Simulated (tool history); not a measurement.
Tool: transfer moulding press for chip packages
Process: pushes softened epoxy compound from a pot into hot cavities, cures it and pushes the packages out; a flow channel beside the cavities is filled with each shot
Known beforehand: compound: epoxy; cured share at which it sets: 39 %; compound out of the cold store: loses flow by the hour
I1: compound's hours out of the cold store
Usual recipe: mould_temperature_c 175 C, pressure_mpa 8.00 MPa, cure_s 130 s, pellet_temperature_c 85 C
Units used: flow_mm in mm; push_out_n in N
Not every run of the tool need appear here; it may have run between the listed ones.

run 1 hour=0.0 | mould_temperature_c=175 pressure_mpa=8.00 cure_s=130 pellet_temperature_c=85 | I1=23.2 | flow_mm=638 push_out_n=297
-- hour=54.1 plunger's sealing rings changed
run 2 hour=62.0 | mould_temperature_c=175 pressure_mpa=8.00 cure_s=130 pellet_temperature_c=85 | I1=17.5 | flow_mm=668 push_out_n=357
run 3 hour=102.8 | mould_temperature_c=175 pressure_mpa=8.00 cure_s=130 pellet_temperature_c=85 | I1=15.1 | flow_mm=674 push_out_n=398
-- hour=115.9 cavities cleaned with cleaning compound and waxed
run 4 hour=156.8 | mould_temperature_c=175 pressure_mpa=8.00 cure_s=143 pellet_temperature_c=85 | I1=21.6 | flow_mm=652 push_out_n=300
run 5 hour=184.2 | mould_temperature_c=175 pressure_mpa=8.00 cure_s=143 pellet_temperature_c=85 | I1=11.3 | flow_mm=679 push_out_n=336
run 6 hour=230.4 | mould_temperature_c=175 pressure_mpa=8.00 cure_s=143 pellet_temperature_c=85 | I1=23.3 | flow_mm=649 push_out_n=362
-- hour=262.0 cavities cleaned with cleaning compound and waxed
run 7 hour=262.2 | mould_temperature_c=175 pressure_mpa=8.00 cure_s=143 pellet_temperature_c=85 | I1=33.1 | flow_mm=627 push_out_n=224
run 8 hour=319.8 | mould_temperature_c=175 pressure_mpa=8.00 cure_s=130 pellet_temperature_c=85 | I1=22.4 | flow_mm=645 push_out_n=357
run 9 hour=344.9 | mould_temperature_c=175 pressure_mpa=8.00 cure_s=130 pellet_temperature_c=85 | I1=31.7 | flow_mm=624 push_out_n=375
run 10 hour=378.6 | mould_temperature_c=175 pressure_mpa=8.00 cure_s=130 pellet_temperature_c=85 | I1=24.0 | flow_mm=643 push_out_n=359
-- hour=408.3 cavities cleaned with cleaning compound and waxed
run 11 hour=422.5 | mould_temperature_c=175 pressure_mpa=8.00 cure_s=130 pellet_temperature_c=94 | I1=27.6 | flow_mm=630 push_out_n=275
run 12 hour=446.6 | mould_temperature_c=172 pressure_mpa=8.00 cure_s=137 pellet_temperature_c=90 | I1=40.1 | flow_mm=608 push_out_n=324
run 13 hour=480.8 | mould_temperature_c=172 pressure_mpa=8.00 cure_s=137 pellet_temperature_c=90 | I1=17.1 | flow_mm=667 push_out_n=363
-- hour=502.4 plunger's sealing rings changed
run 14 hour=538.1 | mould_temperature_c=169 pressure_mpa=8.00 cure_s=130 pellet_temperature_c=85 | I1=9.4 | flow_mm=705 push_out_n=527
-- hour=556.6 cavities cleaned with cleaning compound and waxed
run 15 hour=570.5 | mould_temperature_c=175 pressure_mpa=8.00 cure_s=121 pellet_temperature_c=95 | I1=35.0 | flow_mm=625 push_out_n=285
run 16 hour=605.0 | mould_temperature_c=182 pressure_mpa=8.00 cure_s=150 pellet_temperature_c=78 | I1=29.7 | flow_mm=615 push_out_n=284
run 17 hour=650.1 | mould_temperature_c=183 pressure_mpa=8.00 cure_s=130 pellet_temperature_c=81 | I1=42.6 | flow_mm=590 push_out_n=319
run 18 hour=675.3 | mould_temperature_c=175 pressure_mpa=8.22 cure_s=138 pellet_temperature_c=88 | I1=36.8 | flow_mm=623 push_out_n=365
-- hour=701.6 cavities cleaned with cleaning compound and waxed
run 19 hour=702.9 | mould_temperature_c=180 pressure_mpa=6.91 cure_s=129 pellet_temperature_c=92 | I1=28.3 | flow_mm=582 push_out_n=220
run 20 hour=755.3 | mould_temperature_c=170 pressure_mpa=6.17 cure_s=153 pellet_temperature_c=92 | I1=36.8 | flow_mm=553 push_out_n=329
run 21 hour=791.9 | mould_temperature_c=170 pressure_mpa=6.17 cure_s=153 pellet_temperature_c=92 | I1=47.0 | flow_mm=525 push_out_n=383
run 22 hour=831.4 | mould_temperature_c=171 pressure_mpa=8.52 cure_s=120 pellet_temperature_c=92 | I1=38.8 | flow_mm=639 push_out_n=460

4 options for the next run, each taken on its own from the tool as it stands now. Forecast them:
-- hour=847.9 cavities cleaned with cleaning compound and waxed
run A hour=858.7 | mould_temperature_c=171 pressure_mpa=8.45 cure_s=120 pellet_temperature_c=92 | I1=47.0 | flow_mm=? push_out_n=?
-- hour=847.9 cavities cleaned with cleaning compound and waxed
run B hour=858.7 | mould_temperature_c=178 pressure_mpa=8.00 cure_s=122 pellet_temperature_c=87 | I1=37.3 | flow_mm=? push_out_n=?
-- hour=847.9 cavities cleaned with cleaning compound and waxed
run C hour=858.7 | mould_temperature_c=168 pressure_mpa=9.69 cure_s=130 pellet_temperature_c=94 | I1=28.1 | flow_mm=? push_out_n=?
-- hour=847.9 cavities cleaned with cleaning compound and waxed
run D hour=858.7 | mould_temperature_c=183 pressure_mpa=8.52 cure_s=169 pellet_temperature_c=76 | I1=26.3 | flow_mm=? push_out_n=?

run=A flow_mm=619 push_out_n=326
run=B flow_mm=606 push_out_n=256
run=C flow_mm=723 push_out_n=341
run=D flow_mm=637 push_out_n=229
Take away the tool's hidden state, keep each run's random variation, and the runs would have read:
run=A flow_mm=633 push_out_n=297
run=B flow_mm=620 push_out_n=227
run=C flow_mm=740 push_out_n=312
run=D flow_mm=651 push_out_n=199
